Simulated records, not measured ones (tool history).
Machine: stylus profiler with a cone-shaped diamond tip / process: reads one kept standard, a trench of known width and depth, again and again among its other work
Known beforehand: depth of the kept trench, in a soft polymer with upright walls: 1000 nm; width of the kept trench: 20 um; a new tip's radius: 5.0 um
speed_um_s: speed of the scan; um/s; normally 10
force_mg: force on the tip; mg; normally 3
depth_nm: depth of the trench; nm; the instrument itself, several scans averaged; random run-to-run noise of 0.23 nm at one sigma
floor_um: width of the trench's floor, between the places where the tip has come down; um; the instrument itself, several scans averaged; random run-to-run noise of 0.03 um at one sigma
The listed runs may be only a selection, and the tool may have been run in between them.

run	day	speed_um_s	force_mg	depth_nm	floor_um
1	0	10	3	1009.12	13.32
2	0.504	10	1.82	1006.73	13.28
3	1.462	7	1.82	1007.06	13.25
4	2.125	10	3	1008.89	13.17
5	2.65	10	3	1009.23	13.24
6	3.408	10	3	1009.26	13.15
7	4	2	1.93	1007.13	13.26
8	4.529	2	1.93	1007.32	13.15
9	5.133	2	1.93	1007.37	13.14
10	6.05	13	5.64	1013.71	13.12

What would each run have given without the hidden state, its run-to-run variation left as it was?
The hidden state here: radius of the tip, um; height scale over the true one, %; drift of the gauge itself on depth_nm, %; drift of the gauge itself on floor_um, %.
run	depth_nm	floor_um
1	1007.81	14.02
2	1005.39	14
3	1005.66	13.99
4	1007.45	13.92
5	1007.76	14.01
6	1007.74	13.94
7	1005.58	14.07
8	1005.74	13.97
9	1005.75	13.97
10	1012.04	13.98
